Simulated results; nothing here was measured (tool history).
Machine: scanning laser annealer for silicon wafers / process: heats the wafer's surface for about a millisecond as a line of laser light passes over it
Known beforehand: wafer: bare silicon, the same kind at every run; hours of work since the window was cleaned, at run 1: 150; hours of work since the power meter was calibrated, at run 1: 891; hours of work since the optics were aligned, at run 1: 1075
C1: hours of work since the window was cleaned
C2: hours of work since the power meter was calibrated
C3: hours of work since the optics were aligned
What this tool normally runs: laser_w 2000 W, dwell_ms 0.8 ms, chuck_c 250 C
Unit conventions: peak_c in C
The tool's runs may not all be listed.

{"run": 1, "day": 0.0, "laser_w": 2000, "dwell_ms": 0.8, "chuck_c": 250, "C1": 150, "C2": 891, "C3": 1075, "peak_c": 1034}
{"run": 2, "day": 2.317, "laser_w": 2000, "dwell_ms": 0.8, "chuck_c": 250, "C1": 186, "C2": 926, "C3": 1111, "peak_c": 1037}
{"day": 4.654, "done": "optics aligned, line set to its width"}
{"run": 3, "day": 4.654, "laser_w": 2000, "dwell_ms": 0.8, "chuck_c": 250, "C1": 218, "C2": 959, "C3": 0, "peak_c": 1040}
{"run": 4, "day": 5.846, "laser_w": 2000, "dwell_ms": 0.668, "chuck_c": 250, "C1": 237, "C2": 977, "C3": 18, "peak_c": 978}
{"run": 5, "day": 7.0, "laser_w": 2121, "dwell_ms": 0.668, "chuck_c": 250, "C1": 254, "C2": 995, "C3": 36, "peak_c": 1021}
{"run": 6, "day": 9.238, "laser_w": 2000, "dwell_ms": 0.657, "chuck_c": 250, "C1": 289, "C2": 1029, "C3": 70, "peak_c": 973}
{"run": 7, "day": 10.221, "laser_w": 2000, "dwell_ms": 0.8, "chuck_c": 250, "C1": 304, "C2": 1044, "C3": 85, "peak_c": 1036}
{"run": 8, "day": 11.988, "laser_w": 2000, "dwell_ms": 0.8, "chuck_c": 250, "C1": 331, "C2": 1071, "C3": 112, "peak_c": 1035}
{"run": 9, "day": 14.258, "laser_w": 2053, "dwell_ms": 0.8, "chuck_c": 250, "C1": 365, "C2": 1106, "C3": 147, "peak_c": 1063}
{"run": 10, "day": 15.554, "laser_w": 2053, "dwell_ms": 0.8, "chuck_c": 250, "C1": 385, "C2": 1125, "C3": 167, "peak_c": 1059}
{"run": 11, "day": 17.254, "laser_w": 1894, "dwell_ms": 0.8, "chuck_c": 250, "C1": 411, "C2": 1152, "C3": 193, "peak_c": 996}
{"run": 12, "day": 19.233, "laser_w": 1894, "dwell_ms": 0.8, "chuck_c": 250, "C1": 442, "C2": 1182, "C3": 223, "peak_c": 991}
{"run": 13, "day": 20.862, "laser_w": 1894, "dwell_ms": 0.8, "chuck_c": 250, "C1": 467, "C2": 1207, "C3": 248, "peak_c": 993}
{"run": 14, "day": 23.021, "laser_w": 1894, "dwell_ms": 0.8, "chuck_c": 250, "C1": 500, "C2": 1240, "C3": 281, "peak_c": 995}
{"run": 15, "day": 24.275, "laser_w": 1894, "dwell_ms": 0.8, "chuck_c": 278, "C1": 519, "C2": 1259, "C3": 300, "peak_c": 1023}
{"run": 16, "day": 25.404, "laser_w": 1894, "dwell_ms": 0.8, "chuck_c": 255, "C1": 536, "C2": 1276, "C3": 318, "peak_c": 999}
{"run": 17, "day": 27.654, "laser_w": 1894, "dwell_ms": 0.8, "chuck_c": 255, "C1": 570, "C2": 1311, "C3": 352, "peak_c": 999}
{"day": 28.429, "done": "window over the wafer cleaned"}
{"run": 18, "day": 28.796, "laser_w": 2000, "dwell_ms": 0.8, "chuck_c": 250, "C1": 6, "C2": 1327, "C3": 368, "peak_c": 1038}
{"run": 19, "day": 31.104, "laser_w": 2000, "dwell_ms": 0.8, "chuck_c": 256, "C1": 41, "C2": 1362, "C3": 403, "peak_c": 1042}
{"run": 20, "day": 32.658, "laser_w": 2000, "dwell_ms": 0.998, "chuck_c": 250, "C1": 65, "C2": 1386, "C3": 427, "peak_c": 1116}
{"run": 21, "day": 34.171, "laser_w": 2000, "dwell_ms": 0.8, "chuck_c": 213, "C1": 88, "C2": 1409, "C3": 450, "peak_c": 1002}
{"run": 22, "day": 35.567, "laser_w": 2000, "dwell_ms": 0.8, "chuck_c": 213, "C1": 109, "C2": 1430, "C3": 472, "peak_c": 1000}

Run 23 has not been measured yet. What should we expect?
{"run": 23, "day": 37.775, "laser_w": 1960, "dwell_ms": 0.8, "chuck_c": 250, "C1": 143, "C2": 1464, "C3": 506, "peak_c": "?"}

For run 23 the tool returned peak_c 1021 C.
Take away the tool's hidden state, keep the run-to-run variation as it was, and the same run would have given peak_c 1022 C.
